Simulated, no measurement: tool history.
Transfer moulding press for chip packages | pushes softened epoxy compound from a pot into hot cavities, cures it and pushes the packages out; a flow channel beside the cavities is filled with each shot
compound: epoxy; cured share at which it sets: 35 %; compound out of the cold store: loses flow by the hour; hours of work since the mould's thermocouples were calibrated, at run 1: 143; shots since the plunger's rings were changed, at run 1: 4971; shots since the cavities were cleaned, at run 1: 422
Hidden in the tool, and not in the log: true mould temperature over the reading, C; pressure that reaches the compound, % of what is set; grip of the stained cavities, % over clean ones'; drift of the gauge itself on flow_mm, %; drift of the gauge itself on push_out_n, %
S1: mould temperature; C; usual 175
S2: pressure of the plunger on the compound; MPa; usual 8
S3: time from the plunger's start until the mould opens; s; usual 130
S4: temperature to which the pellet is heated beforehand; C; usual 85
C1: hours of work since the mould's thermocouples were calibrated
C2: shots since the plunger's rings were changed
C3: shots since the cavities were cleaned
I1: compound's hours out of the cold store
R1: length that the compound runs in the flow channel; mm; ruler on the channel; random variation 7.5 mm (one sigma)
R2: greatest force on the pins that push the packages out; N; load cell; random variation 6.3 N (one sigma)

run 1 hour=0 | S1=175 S2=8 S3=130 S4=85 | C1=143 C2=4971 C3=422 | I1=30.4 | R1=847 R2=370
run 2 hour=31.1 | S1=175 S2=8 S3=130 S4=85 | C1=164 C2=5280 C3=731 | I1=45.9 | R1=791 R2=437
run 3 hour=62 | S1=175 S2=8 S3=130 S4=85 | C1=186 C2=5586 C3=1037 | I1=35.3 | R1=825 R2=458
-- hour=67.2 cavities cleaned with cleaning compound and waxed
run 4 hour=94.7 | S1=175 S2=8 S3=130 S4=85 | C1=208 C2=5896 C3=273 | I1=8.3 | R1=876 R2=350
-- hour=118.2 plunger's sealing rings changed
run 5 hour=139.6 | S1=175 S2=8 S3=130 S4=85 | C1=237 C2=213 C3=694 | I1=23.3 | R1=903 R2=454
run 6 hour=171.1 | S1=175 S2=6.85 S3=130 S4=85 | C1=259 C2=526 C3=1007 | I1=22.5 | R1=828 R2=481
-- hour=181.6 cavities cleaned with cleaning compound and waxed
run 7 hour=217.7 | S1=175 S2=6.85 S3=130 S4=85 | C1=291 C2=972 C3=358 | I1=12.6 | R1=854 R2=392
run 8 hour=281.8 | S1=175 S2=8 S3=130 S4=85 | C1=335 C2=1609 C3=995 | I1=45.3 | R1=850 R2=458
-- hour=295.9 cavities cleaned with cleaning compound and waxed
run 9 hour=320.9 | S1=175 S2=8 S3=130 S4=85 | C1=362 C2=1982 C3=248 | I1=28.8 | R1=859 R2=355
-- hour=349.8 mould's thermocouples calibrated
run 10 hour=375.7 | S1=175 S2=8 S3=130 S4=85 | C1=18 C2=2506 C3=772 | I1=41.1 | R1=837 R2=453
-- hour=410.3 cavities cleaned with cleaning compound and waxed
run 11 hour=445.7 | S1=175 S2=8 S3=130 S4=85 | C1=66 C2=3186 C3=351 | I1=39.3 | R1=832 R2=401
-- hour=521.3 cavities cleaned with cleaning compound and waxed
run 12 hour=521.3 | S1=175 S2=8 S3=130 S4=85 | C1=118 C2=3921 C3=0 | I1=13.5 | R1=887 R2=261
run 13 hour=591.6 | S1=177 S2=8 S3=130 S4=85 | C1=167 C2=4618 C3=697 | I1=26.7 | R1=839 R2=414
-- hour=631.1 cavities cleaned with cleaning compound and waxed
run 14 hour=633.2 | S1=177 S2=8 S3=130 S4=85 | C1=195 C2=5017 C3=22 | I1=39.6 | R1=810 R2=246
run 15 hour=666.7 | S1=177 S2=8 S3=130 S4=85 | C1=218 C2=5349 C3=354 | I1=11.6 | R1=871 R2=371
run 16 hour=709.3 | S1=177 S2=8 S3=130 S4=85 | C1=248 C2=5772 C3=777 | I1=12.6 | R1=861 R2=445
-- hour=747.5 plunger's sealing rings changed
-- hour=749 cavities cleaned with cleaning compound and waxed
run 17 hour=761.2 | S1=177 S2=8 S3=130 S4=85 | C1=281 C2=120 C3=120 | I1=12 | R1=925 R2=290
run 18 hour=826.7 | S1=177 S2=8 S3=130 S4=85 | C1=327 C2=771 C3=771 | I1=47 | R1=821 R2=417
-- hour=859.3 cavities cleaned with cleaning compound and waxed
run 19 hour=866.3 | S1=168 S2=8 S3=167 S4=85 | C1=353 C2=1149 C3=70 | I1=20 | R1=923 R2=291
-- hour=907.7 mould's thermocouples calibrated
run 20 hour=932 | S1=177 S2=8.81 S3=129 S4=86 | C1=17 C2=1781 C3=702 | I1=8.6 | R1=949 R2=452
run 21 hour=964.7 | S1=177 S2=8.81 S3=129 S4=86 | C1=40 C2=2105 C3=1026 | I1=42.3 | R1=889 R2=453
-- hour=975.4 cavities cleaned with cleaning compound and waxed
run 22 hour=1026 | S1=183 S2=8.5 S3=116 S4=75 | C1=81 C2=2699 C3=502 | I1=45.7 | R1=827 R2=387
run 23 hour=1062.2 | S1=183 S2=8.5 S3=116 S4=75 | C1=107 C2=3058 C3=861 | I1=12.5 | R1=899 R2=423
-- hour=1086 cavities cleaned with cleaning compound and waxed
run 24 hour=1096 | S1=183 S2=8.5 S3=116 S4=75 | C1=129 C2=3378 C3=99 | I1=41.4 | R1=824 R2=256
run 25 hour=1128.8 | S1=175 S2=6.24 S3=130 S4=94 | C1=152 C2=3703 C3=424 | I1=37.7 | R1=732 R2=408
-- hour=1195.8 cavities cleaned with cleaning compound and waxed
run 26 hour=1205.7 | S1=175 S2=6.24 S3=130 S4=94 | C1=205 C2=4452 C3=98 | I1=15.2 | R1=774 R2=326
run 27 hour=1259.2 | S1=176 S2=6.24 S3=130 S4=94 | C1=242 C2=4983 C3=629 | I1=39.5 | R1=717 R2=419

Forecast each of these 5 alternatives for the next run:
run A hour=1302.5 | S1=168 S2=8.65 S3=130 S4=92 | C1=272 C2=5413 C3=1059 | I1=10.8 | R1=? R2=?
run B hour=1302.5 | S1=175 S2=6.61 S3=130 S4=85 | C1=272 C2=5413 C3=1059 | I1=45.9 | R1=? R2=?
run C hour=1302.5 | S1=178 S2=8.48 S3=130 S4=82 | C1=272 C2=5413 C3=1059 | I1=34.8 | R1=? R2=?
run D hour=1302.5 | S1=176 S2=8.8 S3=165 S4=87 | C1=272 C2=5413 C3=1059 | I1=33.3 | R1=? R2=?
run E hour=1302.5 | S1=167 S2=8 S3=161 S4=85 | C1=272 C2=5413 C3=1059 | I1=45.4 | R1=? R2=?

run=A R1=934 R2=751
run=B R1=721 R2=496
run=C R1=829 R2=461
run=D R1=872 R2=414
run=E R1=818 R2=514
Without the tool's hidden state the same runs would have given:
run=A R1=991 R2=386
run=B R1=765 R2=254
run=C R1=879 R2=238
run=D R1=924 R2=214
run=E R1=867 R2=263
